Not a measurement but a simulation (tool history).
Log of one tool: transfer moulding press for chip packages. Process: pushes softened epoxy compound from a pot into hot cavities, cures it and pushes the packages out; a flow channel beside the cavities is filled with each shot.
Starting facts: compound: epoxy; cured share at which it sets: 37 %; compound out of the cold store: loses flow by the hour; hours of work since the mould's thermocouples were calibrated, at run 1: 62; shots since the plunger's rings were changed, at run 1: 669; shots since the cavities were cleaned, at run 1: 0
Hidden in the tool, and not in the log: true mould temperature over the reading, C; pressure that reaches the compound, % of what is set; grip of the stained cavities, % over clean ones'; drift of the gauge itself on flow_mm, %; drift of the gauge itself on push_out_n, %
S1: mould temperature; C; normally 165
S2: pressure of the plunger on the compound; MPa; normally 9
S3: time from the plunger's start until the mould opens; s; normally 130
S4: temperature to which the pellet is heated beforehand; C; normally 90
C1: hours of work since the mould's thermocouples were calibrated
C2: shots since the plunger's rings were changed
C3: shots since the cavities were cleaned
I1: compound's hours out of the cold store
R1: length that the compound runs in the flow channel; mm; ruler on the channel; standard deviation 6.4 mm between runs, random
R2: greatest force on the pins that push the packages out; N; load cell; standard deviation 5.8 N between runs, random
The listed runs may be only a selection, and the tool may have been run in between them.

run   hour   S1     S2   S3  S4   C1    C2   C3    I1   R1   R2
  1      0  165      9  130  90   62   669    0  20.4  765  213
  2   45.8  165      9  135  90   85  1018  349  17.5  794  204
  3   83.9  165      9  135  90  104  1309  640  33.5  735  215
     125.2  -- cavities cleaned with cleaning compound and waxed
  4  129.8  165      9  135  85  125  1647   35  30.5  738  201
  5    167  165   9.64  130  90  144  1931  319  47.8  706  205
  6  208.5  165   9.64  130  90  164  2247  635  37.4  742  215
  7  242.5  165   9.64  130  90  181  2506  894  41.9  734  217
     251.7  -- cavities cleaned with cleaning compound and waxed
  8  286.8  165      9  130  90  201  2832  268  12.1  801  231
  9  328.1  165      9  130  90  222  3147  583    19  759  221
 10  351.7  165      9  130  90  233  3327  763  12.4  802  223
     378.2  -- cavities cleaned with cleaning compound and waxed
 11  378.2  165      9  130  90  246  3517    0    43  694  212
 12  427.8  165      9  130  90  270  3896  379  33.2  730  218
 13  454.1  165      9  130  90  283  4096  579  31.2  742  211
     503.3  -- cavities cleaned with cleaning compound and waxed
 14    505  165      9  130  90  307  4472   13  37.1  716  215
 15    552  165      9  130  99  330  4830  371  38.3  717  200
     566.8  -- mould's thermocouples calibrated
 16  577.2  165  10.03  130  99    5  5008  549  46.3  720  208
 17  609.1  162   6.98  130  90   21  5250  791  23.2  679  253
     632.5  -- cavities cleaned with cleaning compound and waxed
 18  634.9  165   7.83  144  87   33  5436   19  15.2  737  205
     650.6  -- plunger's sealing rings changed
 19  684.7  165   7.83  144  87   56   260  379  26.4  708  203
 20    714  165   6.82  144  88   70   484  603  31.4  644  207
 21  736.2  161      9  135  85   81   653  772  19.6  789  261
     760.4  -- cavities cleaned with cleaning compound and waxed
 22  763.8  165   8.47  130  84   94   852   27  26.4  729  223
 23  810.3  168  10.72  130  90  117  1206  381  22.8  822  196
 24  846.2  168  10.72  160  90  134  1480  655  29.8  798  194
 25  873.1  165   8.71  130  84  147  1685  860  23.7  751  228
     886.1  -- cavities cleaned with cleaning compound and waxed
 26    899  162   8.08  130  90  159  1871   99  36.4  689  240
 27  941.2  172    7.3  127  82  180  2192  420  36.1  636  187
 28  965.7  168      9  130  90  192  2379  607  17.6  775  216

Alternative continuations, all from the tool just after run 28; predict every row:
  A  995.9  167  7.09  130  96  207  2610  838  38.2   ?   ?
  B  995.9  165     8  130  94  207  2610  838    25   ?   ?
  C  995.9  168  9.39  130  90  207  2610  838  37.3   ?   ?
  D  995.9  165     9  130  82  207  2610  838    41   ?   ?

run   R1   R2
  A  624  209
  B  716  218
  C  722  202
  D  706  217
Take away the tool's hidden state, keep each run's random variation, and the runs would have read:
run   R1   R2
  A  624  205
  B  716  214
  C  722  198
  D  706  213
